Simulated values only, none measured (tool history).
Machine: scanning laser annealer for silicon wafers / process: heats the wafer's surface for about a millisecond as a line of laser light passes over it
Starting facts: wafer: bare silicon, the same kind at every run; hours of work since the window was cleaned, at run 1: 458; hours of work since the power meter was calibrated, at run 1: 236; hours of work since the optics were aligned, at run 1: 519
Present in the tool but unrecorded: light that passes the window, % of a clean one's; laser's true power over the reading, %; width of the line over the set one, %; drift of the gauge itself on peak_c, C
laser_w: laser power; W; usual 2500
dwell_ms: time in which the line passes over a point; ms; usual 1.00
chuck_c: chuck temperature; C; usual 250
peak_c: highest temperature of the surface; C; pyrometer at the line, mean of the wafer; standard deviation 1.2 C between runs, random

run	hour	laser_w	dwell_ms	chuck_c	hours of work since the window was cleaned	hours of work since the power meter was calibrated	hours of work since the optics were aligned	peak_c
1	0.0	2500	1.00	250	458	236	519	1028
2	30.2	2500	0.78	250	471	249	532	937
3	59.8	2500	0.78	250	484	261	545	934
4	93.3	2500	0.78	250	498	275	559	937
5	108.9	2500	0.78	250	504	282	565	933
6	138.6	2500	0.78	250	517	295	578	934
7	162.4	2500	0.98	274	527	305	588	1039
8	185.3	2500	0.98	274	537	315	598	1039
9	216.2	2190	1.10	250	550	328	611	948
10	234.8	2190	1.10	250	558	336	619	948
11	266.0	2319	1.15	289	571	349	632	1049

Predict each of these 4 candidate next runs independently; none follows another, all start after run 11:
A	288.3	2319	0.86	289	581	358	642	?
B	288.3	2500	1.01	250	581	358	642	?
C	288.3	2659	0.90	217	581	358	642	?
D	288.3	2169	0.90	289	581	358	642	?

run	peak_c
A	949
B	1024
C	1003
D	916
Take away the tool's hidden state, keep each run's random variation, and the runs would have read:
run	peak_c
A	965
B	1042
C	1022
D	931
